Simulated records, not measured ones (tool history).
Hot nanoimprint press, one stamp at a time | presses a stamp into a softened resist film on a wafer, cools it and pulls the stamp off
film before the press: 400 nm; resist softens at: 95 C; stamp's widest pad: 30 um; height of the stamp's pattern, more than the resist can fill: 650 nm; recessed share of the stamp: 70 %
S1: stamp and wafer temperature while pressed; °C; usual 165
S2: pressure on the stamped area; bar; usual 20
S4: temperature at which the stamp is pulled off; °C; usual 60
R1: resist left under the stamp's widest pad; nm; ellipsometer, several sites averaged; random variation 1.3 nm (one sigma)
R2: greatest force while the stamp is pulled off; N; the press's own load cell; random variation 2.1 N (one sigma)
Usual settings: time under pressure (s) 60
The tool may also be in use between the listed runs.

run 1 day=0 | S1=165 S2=20 time_under_pressure_(s)=60 S4=60 | R1=185.8 R2=155
run 2 day=0.508 | S1=165 S2=20 time_under_pressure_(s)=37 S4=60 | R1=217.5 R2=152
run 3 day=1.417 | S1=165 S2=20 time_under_pressure_(s)=60 S4=46 | R1=185.3 R2=177
run 4 day=2.062 | S1=165 S2=20 time_under_pressure_(s)=60 S4=46 | R1=186.3 R2=176
run 5 day=2.629 | S1=165 S2=20 time_under_pressure_(s)=60 S4=46 | R1=187.2 R2=179
run 6 day=3.192 | S1=165 S2=20 time_under_pressure_(s)=60 S4=46 | R1=186.1 R2=177
-- day=3.362 plate thermocouple calibrated
run 7 day=4.004 | S1=165 S2=20 time_under_pressure_(s)=60 S4=45 | R1=199.4 R2=187
run 8 day=4.771 | S1=165 S2=20 time_under_pressure_(s)=60 S4=45 | R1=199 R2=185
run 9 day=5.371 | S1=166 S2=20 time_under_pressure_(s)=60 S4=45 | R1=192.8 R2=183
run 10 day=5.921 | S1=163 S2=20 time_under_pressure_(s)=60 S4=60 | R1=215.7 R2=161
run 11 day=6.379 | S1=165 S2=20 time_under_pressure_(s)=60 S4=55 | R1=199.3 R2=172
run 12 day=6.958 | S1=165 S2=20 time_under_pressure_(s)=60 S4=56 | R1=198.4 R2=174
run 13 day=7.642 | S1=165 S2=20 time_under_pressure_(s)=60 S4=56 | R1=198.1 R2=171
run 14 day=8.579 | S1=165 S2=20 time_under_pressure_(s)=60 S4=60 | R1=200.5 R2=167
run 15 day=9.367 | S1=165 S2=20 time_under_pressure_(s)=60 S4=60 | R1=198.6 R2=166
run 16 day=10.296 | S1=165 S2=20 time_under_pressure_(s)=60 S4=60 | R1=198.5 R2=170
run 17 day=10.892 | S1=165 S2=20 time_under_pressure_(s)=60 S4=60 | R1=200.1 R2=168
run 18 day=11.429 | S1=165 S2=20 time_under_pressure_(s)=60 S4=60 | R1=198.7 R2=165
run 19 day=12.317 | S1=165 S2=20 time_under_pressure_(s)=60 S4=60 | R1=197.7 R2=165
run 20 day=12.942 | S1=165 S2=16.5 time_under_pressure_(s)=60 S4=55 | R1=215 R2=175
run 21 day=13.35 | S1=167 S2=31 time_under_pressure_(s)=96 S4=47 | R1=121.7 R2=192
run 22 day=14.146 | S1=154 S2=26.9 time_under_pressure_(s)=72 S4=66 | R1=245.1 R2=163
run 23 day=14.842 | S1=165 S2=19.5 time_under_pressure_(s)=60 S4=60 | R1=199.2 R2=172
run 24 day=15.446 | S1=165 S2=21.8 time_under_pressure_(s)=38 S4=60 | R1=216.2 R2=175
run 25 day=16.262 | S1=165 S2=21.8 time_under_pressure_(s)=38 S4=60 | R1=218.2 R2=172
-- day=16.729 stamp cleaned and given a new release coat
run 26 day=17.254 | S1=165 S2=21.8 time_under_pressure_(s)=38 S4=60 | R1=218.7 R2=154
run 27 day=18.121 | S1=165 S2=22 time_under_pressure_(s)=95 S4=62 | R1=161.9 R2=151
run 28 day=18.967 | S1=165 S2=22 time_under_pressure_(s)=95 S4=62 | R1=159 R2=156
run 29 day=19.754 | S1=162 S2=20 time_under_pressure_(s)=42 S4=60 | R1=242.7 R2=159

3 ways to go on from here, each from the tool as it stands after run 29. What would each give?
run A day=20.696 | S1=156 S2=20 time_under_pressure_(s)=115 S4=60 | R1=? R2=?
run B day=20.696 | S1=166 S2=18 time_under_pressure_(s)=42 S4=60 | R1=? R2=?
run C day=20.696 | S1=164 S2=20 time_under_pressure_(s)=31 S4=60 | R1=? R2=?

run=A R1=223.9 R2=161
run=B R1=223.2 R2=155
run=C R1=249.6 R2=158
Without the tool's hidden state the same runs would have given:
run=A R1=228.4 R2=159
run=B R1=226.9 R2=153
run=C R1=253.1 R2=156

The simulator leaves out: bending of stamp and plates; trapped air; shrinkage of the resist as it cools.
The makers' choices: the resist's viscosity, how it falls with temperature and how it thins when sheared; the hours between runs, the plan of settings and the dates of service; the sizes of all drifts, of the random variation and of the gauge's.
